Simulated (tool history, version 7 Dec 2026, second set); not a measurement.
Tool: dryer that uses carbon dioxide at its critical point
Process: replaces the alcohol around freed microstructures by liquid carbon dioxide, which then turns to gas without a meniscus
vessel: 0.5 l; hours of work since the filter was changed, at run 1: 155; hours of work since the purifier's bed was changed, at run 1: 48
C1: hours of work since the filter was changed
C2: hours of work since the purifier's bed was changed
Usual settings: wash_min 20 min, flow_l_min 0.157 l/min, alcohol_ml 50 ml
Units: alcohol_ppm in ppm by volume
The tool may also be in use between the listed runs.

{"run": 1, "hour": 0.0, "wash_min": 20, "flow_l_min": 0.157, "alcohol_ml": 50, "C1": 155, "C2": 48, "alcohol_ppm": 616}
{"run": 2, "hour": 30.1, "wash_min": 20, "flow_l_min": 0.157, "alcohol_ml": 50, "C1": 172, "C2": 65, "alcohol_ppm": 641}
{"run": 3, "hour": 98.9, "wash_min": 20, "flow_l_min": 0.157, "alcohol_ml": 50, "C1": 212, "C2": 106, "alcohol_ppm": 698}
{"run": 4, "hour": 151.5, "wash_min": 20, "flow_l_min": 0.204, "alcohol_ml": 50, "C1": 243, "C2": 136, "alcohol_ppm": 174}
{"run": 5, "hour": 186.7, "wash_min": 20, "flow_l_min": 0.157, "alcohol_ml": 50, "C1": 264, "C2": 157, "alcohol_ppm": 772}
{"run": 6, "hour": 219.5, "wash_min": 15, "flow_l_min": 0.157, "alcohol_ml": 50, "C1": 283, "C2": 176, "alcohol_ppm": 2732}
{"run": 7, "hour": 286.7, "wash_min": 20, "flow_l_min": 0.129, "alcohol_ml": 50, "C1": 322, "C2": 215, "alcohol_ppm": 2165}
{"run": 8, "hour": 331.7, "wash_min": 20, "flow_l_min": 0.157, "alcohol_ml": 50, "C1": 348, "C2": 241, "alcohol_ppm": 959}
{"hour": 381.1, "done": "inlet filter changed"}
{"run": 9, "hour": 396.9, "wash_min": 18, "flow_l_min": 0.157, "alcohol_ml": 50, "C1": 9, "C2": 278, "alcohol_ppm": 702}
{"run": 10, "hour": 438.2, "wash_min": 18, "flow_l_min": 0.157, "alcohol_ml": 50, "C1": 33, "C2": 302, "alcohol_ppm": 763}
{"run": 11, "hour": 496.7, "wash_min": 18, "flow_l_min": 0.157, "alcohol_ml": 50, "C1": 67, "C2": 336, "alcohol_ppm": 822}
{"run": 12, "hour": 535.5, "wash_min": 18, "flow_l_min": 0.157, "alcohol_ml": 50, "C1": 90, "C2": 359, "alcohol_ppm": 854}
{"run": 13, "hour": 589.0, "wash_min": 18, "flow_l_min": 0.157, "alcohol_ml": 50, "C1": 121, "C2": 390, "alcohol_ppm": 895}
{"run": 14, "hour": 626.0, "wash_min": 30, "flow_l_min": 0.157, "alcohol_ml": 45, "C1": 142, "C2": 412, "alcohol_ppm": 62}
{"run": 15, "hour": 658.6, "wash_min": 16, "flow_l_min": 0.142, "alcohol_ml": 24, "C1": 161, "C2": 431, "alcohol_ppm": 1186}
{"run": 16, "hour": 693.8, "wash_min": 16, "flow_l_min": 0.218, "alcohol_ml": 64, "C1": 182, "C2": 451, "alcohol_ppm": 427}
{"run": 17, "hour": 743.8, "wash_min": 16, "flow_l_min": 0.218, "alcohol_ml": 64, "C1": 211, "C2": 480, "alcohol_ppm": 463}
{"run": 18, "hour": 782.9, "wash_min": 16, "flow_l_min": 0.218, "alcohol_ml": 27, "C1": 234, "C2": 503, "alcohol_ppm": 224}
{"run": 19, "hour": 825.0, "wash_min": 28, "flow_l_min": 0.177, "alcohol_ml": 26, "C1": 258, "C2": 527, "alcohol_ppm": 58}
{"run": 20, "hour": 854.2, "wash_min": 28, "flow_l_min": 0.177, "alcohol_ml": 26, "C1": 275, "C2": 544, "alcohol_ppm": 53}
{"run": 21, "hour": 896.1, "wash_min": 28, "flow_l_min": 0.177, "alcohol_ml": 26, "C1": 300, "C2": 569, "alcohol_ppm": 49}
{"run": 22, "hour": 947.7, "wash_min": 28, "flow_l_min": 0.19, "alcohol_ml": 26, "C1": 330, "C2": 599, "alcohol_ppm": 48}
{"run": 23, "hour": 1013.3, "wash_min": 12, "flow_l_min": 0.168, "alcohol_ml": 81, "C1": 368, "C2": 637, "alcohol_ppm": 8273}
{"hour": 1029.1, "done": "inlet filter changed"}
{"run": 24, "hour": 1079.3, "wash_min": 13, "flow_l_min": 0.168, "alcohol_ml": 81, "C1": 29, "C2": 675, "alcohol_ppm": 3509}
{"run": 25, "hour": 1135.0, "wash_min": 13, "flow_l_min": 0.168, "alcohol_ml": 81, "C1": 62, "C2": 707, "alcohol_ppm": 3815}
{"run": 26, "hour": 1172.3, "wash_min": 14, "flow_l_min": 0.173, "alcohol_ml": 50, "C1": 83, "C2": 729, "alcohol_ppm": 1611}

3 ways to go on from here, each from the tool as it stands after run 26. What would each give?
{"run": "A", "hour": 1219.7, "wash_min": 15, "flow_l_min": 0.137, "alcohol_ml": 39, "C1": 111, "C2": 757, "alcohol_ppm": "?"}
{"run": "B", "hour": 1219.7, "wash_min": 14, "flow_l_min": 0.174, "alcohol_ml": 35, "C1": 111, "C2": 757, "alcohol_ppm": "?"}
{"run": "C", "hour": 1219.7, "wash_min": 28, "flow_l_min": 0.147, "alcohol_ml": 43, "C1": 111, "C2": 757, "alcohol_ppm": "?"}

run=A alcohol_ppm=2569
run=B alcohol_ppm=1219
run=C alcohol_ppm=119
Without the tool's hidden state the same runs would have given:
run=A alcohol_ppm=2116
run=B alcohol_ppm=958
run=C alcohol_ppm=65
